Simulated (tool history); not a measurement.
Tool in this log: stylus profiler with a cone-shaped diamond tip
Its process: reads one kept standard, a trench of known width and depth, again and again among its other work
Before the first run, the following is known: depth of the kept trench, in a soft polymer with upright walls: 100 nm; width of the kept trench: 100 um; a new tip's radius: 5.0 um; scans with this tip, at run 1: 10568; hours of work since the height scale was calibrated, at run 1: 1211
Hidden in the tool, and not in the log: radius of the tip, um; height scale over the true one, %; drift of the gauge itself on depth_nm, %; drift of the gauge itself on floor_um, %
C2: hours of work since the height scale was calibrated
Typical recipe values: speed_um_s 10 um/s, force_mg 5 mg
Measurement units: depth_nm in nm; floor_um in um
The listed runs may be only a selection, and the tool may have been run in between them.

Run 1, day 0: usual settings; scans with this tip 10568; C2 1211. Result: depth_nm 102.2 nm, floor_um 97.17 um.
At day 0.596: new tip fitted, height scale calibrated.
Run 2, day 0.758: usual settings; scans with this tip 27; C2 3. Result: depth_nm 101.58 nm, floor_um 97.99 um.
Run 3, day 1.746: usual settings but force_mg 1.94 mg; scans with this tip 190; C2 22. Result: depth_nm 100.88 nm, floor_um 97.94 um.
Run 4, day 2.762: usual settings but force_mg 1.94 mg; scans with this tip 360; C2 41. Result: depth_nm 100.91 nm, floor_um 97.92 um.
Run 5, day 3.892: usual settings but force_mg 1.94 mg; scans with this tip 546; C2 63. Result: depth_nm 100.77 nm, floor_um 97.95 um.
Run 6, day 5: usual settings but force_mg 3.98 mg; scans with this tip 730; C2 84. Result: depth_nm 101.41 nm, floor_um 97.91 um.
Run 7, day 6.008: usual settings but force_mg 2.37 mg; scans with this tip 898; C2 103. Result: depth_nm 101.06 nm, floor_um 97.89 um.
Run 8, day 6.708: usual settings but speed_um_s 28 um/s; scans with this tip 1014; C2 116. Result: depth_nm 101.64 nm, floor_um 97.9 um.
Run 9, day 7.188: usual settings but force_mg 13.92 mg; scans with this tip 1093; C2 125. Result: depth_nm 103.22 nm, floor_um 97.89 um.
Run 10, day 7.858: usual settings but force_mg 13.92 mg; scans with this tip 1204; C2 138. Result: depth_nm 103.29 nm, floor_um 97.85 um.
Run 11, day 8.358: usual settings but force_mg 13.92 mg; scans with this tip 1287; C2 148. Result: depth_nm 103.18 nm, floor_um 97.82 um.
Run 12, day 9.483: usual settings; scans with this tip 1474; C2 169. Result: depth_nm 101.69 nm, floor_um 97.85 um.
Run 13, day 10.608: usual settings; scans with this tip 1661; C2 190. Result: depth_nm 101.73 nm, floor_um 97.85 um.
Run 14, day 11.221: usual settings; scans with this tip 1762; C2 202. Result: depth_nm 101.7 nm, floor_um 97.83 um.
Run 15, day 11.879: usual settings but speed_um_s 27 um/s; scans with this tip 1871; C2 214. Result: depth_nm 101.71 nm, floor_um 97.7 um.
Run 16, day 12.425: usual settings but speed_um_s 27 um/s; scans with this tip 1961; C2 225. Result: depth_nm 101.66 nm, floor_um 97.77 um.
Run 17, day 13.062: usual settings but speed_um_s 27 um/s; scans with this tip 2067; C2 237. Result: depth_nm 101.68 nm, floor_um 97.77 um.
Run 18, day 13.662: usual settings but speed_um_s 5 um/s; scans with this tip 2167; C2 248. Result: depth_nm 101.75 nm, floor_um 97.8 um.
Run 19, day 14.188: usual settings but speed_um_s 5 um/s, force_mg 3.78 mg; scans with this tip 2254; C2 258. Result: depth_nm 101.42 nm, floor_um 97.81 um.
Run 20, day 15.304: usual settings but speed_um_s 5 um/s, force_mg 3.78 mg; scans with this tip 2439; C2 279. Result: depth_nm 101.46 nm, floor_um 97.76 um.
Run 21, day 15.879: usual settings but force_mg 7.61 mg; scans with this tip 2535; C2 290. Result: depth_nm 102.31 nm, floor_um 97.77 um.
Run 22, day 16.871: usual settings but force_mg 7.61 mg; scans with this tip 2699; C2 309. Result: depth_nm 102.31 nm, floor_um 97.75 um.
Run 23, day 17.758: usual settings but speed_um_s 2 um/s; scans with this tip 2846; C2 326. Result: depth_nm 101.75 nm, floor_um 97.76 um.
Run 24, day 18.842: usual settings but speed_um_s 3 um/s, force_mg 2.55 mg; scans with this tip 3026; C2 347. Result: depth_nm 101.14 nm, floor_um 97.74 um.
Run 25, day 19.975: usual settings but speed_um_s 20 um/s; scans with this tip 3213; C2 368. Result: depth_nm 101.78 nm, floor_um 97.64 um.
Run 26, day 20.75: usual settings but force_mg 6.55 mg; scans with this tip 3342; C2 383. Result: depth_nm 102.08 nm, floor_um 97.68 um.
Run 27, day 21.55: usual settings but speed_um_s 9 um/s, force_mg 4.42 mg; scans with this tip 3475; C2 398. Result: depth_nm 101.59 nm, floor_um 97.65 um.
Run 28, day 22.4: usual settings but speed_um_s 4 um/s, force_mg 2.71 mg; scans with this tip 3616; C2 414. Result: depth_nm 101.24 nm, floor_um 97.65 um.
Run 29, day 23.058: usual settings but speed_um_s 4 um/s, force_mg 9.68 mg; scans with this tip 3725; C2 427. Result: depth_nm 102.73 nm, floor_um 97.65 um.
Run 30, day 23.933: usual settings but speed_um_s 4 um/s, force_mg 9.68 mg; scans with this tip 3870; C2 444. Result: depth_nm 102.72 nm, floor_um 97.66 um.
Run 31, day 25.012: usual settings but speed_um_s 9 um/s, force_mg 11.63 mg; scans with this tip 4049; C2 464. Result: depth_nm 102.98 nm, floor_um 97.63 um.
Run 32, day 25.488: usual settings but force_mg 4.43 mg; scans with this tip 4128; C2 473. Result: depth_nm 101.74 nm, floor_um 97.6 um.
Run 33, day 26.529: usual settings but speed_um_s 5 um/s, force_mg 8.43 mg; scans with this tip 4300; C2 493. Result: depth_nm 102.51 nm, floor_um 97.59 um.
Run 34, day 27.2: usual settings but speed_um_s 3 um/s, force_mg 6.2 mg; scans with this tip 4411; C2 506. Result: depth_nm 102.14 nm, floor_um 97.62 um.
Run 35, day 28.217: usual settings but speed_um_s 3 um/s, force_mg 6.2 mg; scans with this tip 4580; C2 525. Result: depth_nm 102.12 nm, floor_um 97.61 um.
Run 36, day 29.162: usual settings but speed_um_s 3 um/s, force_mg 2.41 mg; scans with this tip 4737; C2 543. Result: depth_nm 101.31 nm, floor_um 97.57 um.
Run 37, day 30.154: usual settings but speed_um_s 13 um/s; scans with this tip 4902; C2 562. Result: depth_nm 101.89 nm, floor_um 97.45 um.
Run 38, day 30.692: usual settings but speed_um_s 5 um/s, force_mg 4.76 mg; scans with this tip 4990; C2 572. Result: depth_nm 101.85 nm, floor_um 97.51 um.
Run 39, day 31.792: usual settings but speed_um_s 22 um/s, force_mg 3.1 mg; scans with this tip 5173; C2 593. Result: depth_nm 101.5 nm, floor_um 97.51 um.
Run 40, day 32.779: usual settings but speed_um_s 8 um/s, force_mg 6.32 mg; scans with this tip 5337; C2 612. Result: depth_nm 102.19 nm, floor_um 97.49 um.
Run 41, day 33.683: usual settings but speed_um_s 3 um/s, force_mg 5.68 mg; scans with this tip 5487; C2 629. Result: depth_nm 102.1 nm, floor_um 97.53 um.
Run 42, day 34.392: usual settings but speed_um_s 3 um/s, force_mg 9.53 mg; scans with this tip 5605; C2 642. Result: depth_nm 102.78 nm, floor_um 97.51 um.
Run 43, day 35.038: usual settings but speed_um_s 5 um/s; scans with this tip 5711; C2 654. Result: depth_nm 101.91 nm, floor_um 97.47 um.
Run 44, day 35.592: usual settings but speed_um_s 31 um/s, force_mg 11.74 mg; scans with this tip 5804; C2 665. Result: depth_nm 103.21 nm, floor_um 97.42 um.
Run 45, day 36.504: usual settings but speed_um_s 31 um/s, force_mg 11.74 mg; scans with this tip 5954; C2 682. Result: depth_nm 103.27 nm, floor_um 97.47 um.
Run 46, day 37.333: usual settings but speed_um_s 16 um/s, force_mg 14.56 mg; scans with this tip 6092; C2 698. Result: depth_nm 103.63 nm, floor_um 97.47 um.

Predict each of these 4 candidate next runs independently; none follows another, all start after run 46:
Run A, day 38.371: usual settings but speed_um_s 14 um/s, force_mg 5.68 mg; scans with this tip 6264; C2 718. Result: depth_nm ?, floor_um ?.
Run B, day 38.371: usual settings but speed_um_s 30 um/s; scans with this tip 6264; C2 718. Result: depth_nm ?, floor_um ?.
Run C, day 38.371: usual settings but speed_um_s 4 um/s, force_mg 2.92 mg; scans with this tip 6264; C2 718. Result: depth_nm ?, floor_um ?.
Run D, day 38.371: usual settings but speed_um_s 26 um/s; scans with this tip 6264; C2 718. Result: depth_nm ?, floor_um ?.

run  depth_nm  floor_um
  A    102.11     97.43
  B    101.95     97.42
  C    101.52     97.54
  D    101.87     97.35
Without the tool's unlogged condition, the same runs would have read:
run  depth_nm  floor_um
  A    101.75     97.99
  B    101.59     97.98
  C    101.17     98.09
  D    101.51      97.9
